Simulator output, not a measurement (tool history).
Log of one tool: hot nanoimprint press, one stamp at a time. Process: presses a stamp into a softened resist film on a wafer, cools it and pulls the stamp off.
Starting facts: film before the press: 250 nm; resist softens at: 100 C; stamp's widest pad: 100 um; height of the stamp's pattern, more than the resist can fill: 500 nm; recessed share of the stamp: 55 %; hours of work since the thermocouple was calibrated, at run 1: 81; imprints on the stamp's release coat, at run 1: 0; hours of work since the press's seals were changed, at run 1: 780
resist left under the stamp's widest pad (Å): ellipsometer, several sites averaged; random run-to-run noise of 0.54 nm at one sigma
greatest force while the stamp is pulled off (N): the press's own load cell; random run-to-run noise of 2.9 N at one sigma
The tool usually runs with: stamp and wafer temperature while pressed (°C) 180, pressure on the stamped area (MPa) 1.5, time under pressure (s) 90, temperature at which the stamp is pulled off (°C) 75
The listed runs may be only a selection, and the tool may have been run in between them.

| run | hour | stamp and wafer temperature while pressed (°C) | pressure on the stamped area (MPa) | time under pressure (s) | temperature at which the stamp is pulled off (°C) | hours of work since the thermocouple was calibrated | imprints on the stamp's release coat | hours of work since the press's seals were changed | resist left under the stamp's widest pad (Å) | greatest force while the stamp is pulled off (N) |
|---|---|---|---|---|---|---|---|---|---|---|
| 1 | 0 | 180 | 1.5 | 90 | 75 | 81 | 0 | 780 | 1513 | 131 |
| 2 | 58.1 | 180 | 1.5 | 90 | 75 | 126 | 177 | 825 | 1501 | 139 |
| 3 | 91.5 | 180 | 1.5 | 90 | 75 | 153 | 279 | 852 | 1499 | 136 |
| 4 | 157.2 | 180 | 1.64 | 90 | 75 | 204 | 480 | 903 | 1440 | 139 |
|  | 181.9 | press's hydraulic seals changed and the load cell set to zero |
| 5 | 229.9 | 180 | 1.64 | 90 | 75 | 255 | 678 | 38 | 1445 | 139 |
| 6 | 304.9 | 180 | 1.64 | 90 | 75 | 314 | 907 | 97 | 1442 | 135 |
|  | 343.1 | plate thermocouple calibrated |
| 7 | 387.2 | 180 | 1.64 | 90 | 75 | 35 | 1149 | 159 | 1441 | 136 |
| 8 | 448.5 | 180 | 1.5 | 90 | 75 | 83 | 1336 | 207 | 1495 | 136 |
| 9 | 497 | 180 | 1.5 | 90 | 75 | 121 | 1484 | 245 | 1499 | 139 |
| 10 | 550.2 | 180 | 1.5 | 90 | 75 | 163 | 1646 | 287 | 1503 | 137 |
| 11 | 623.2 | 180 | 1.5 | 90 | 81 | 220 | 1870 | 344 | 1508 | 125 |
|  | 684.7 | stamp cleaned and given a new release coat |
| 12 | 702 | 180 | 1.5 | 90 | 81 | 277 | 53 | 402 | 1502 | 121 |
| 13 | 762.5 | 180 | 1.5 | 90 | 71 | 325 | 238 | 449 | 1497 | 147 |
|  | 786.7 | plate thermocouple calibrated |
| 14 | 819.1 | 180 | 1.5 | 90 | 71 | 25 | 401 | 491 | 1495 | 148 |
| 15 | 872.1 | 180 | 1.5 | 90 | 75 | 67 | 563 | 533 | 1496 | 134 |
| 16 | 916.4 | 186 | 2.04 | 90 | 63 | 102 | 698 | 568 | 1074 | 166 |
| 17 | 962.1 | 178 | 1.64 | 94 | 75 | 138 | 838 | 604 | 1515 | 140 |
| 18 | 1021.7 | 180 | 1.57 | 47 | 75 | 185 | 1020 | 650 | 1749 | 138 |
| 19 | 1099.4 | 180 | 1.57 | 47 | 75 | 246 | 1257 | 712 | 1744 | 141 |
| 20 | 1158.9 | 180 | 1.57 | 47 | 75 | 292 | 1439 | 758 | 1746 | 133 |
|  | 1228.7 | plate thermocouple calibrated |
| 21 | 1239.9 | 183 | 1.57 | 179 | 75 | 9 | 1677 | 820 | 1063 | 135 |
| 22 | 1306.4 | 183 | 1.17 | 139 | 75 | 61 | 1880 | 872 | 1348 | 138 |
| 23 | 1343 | 180 | 1.5 | 97 | 73 | 90 | 1992 | 901 | 1469 | 144 |
|  | 1365.3 | stamp cleaned and given a new release coat |
|  | 1380.3 | press's hydraulic seals changed and the load cell set to zero |
| 24 | 1433.5 | 189 | 1.5 | 62 | 80 | 150 | 184 | 42 | 1302 | 126 |
| 25 | 1509.6 | 180 | 1.5 | 90 | 75 | 210 | 416 | 102 | 1506 | 140 |

Run 26 has not been measured yet. What should we expect?
| 26 | 1576.2 | 180 | 1.5 | 90 | 75 | 262 | 619 | 154 | ? | ? |

{"run 26": {"resist left under the stamp's widest pad (Å)": 1491, "greatest force while the stamp is pulled off (N)": 138}}
Minus the tool's unlogged condition, the same run would have read resist left under the stamp's widest pad (Å) 1490, greatest force while the stamp is pulled off (N) 137.

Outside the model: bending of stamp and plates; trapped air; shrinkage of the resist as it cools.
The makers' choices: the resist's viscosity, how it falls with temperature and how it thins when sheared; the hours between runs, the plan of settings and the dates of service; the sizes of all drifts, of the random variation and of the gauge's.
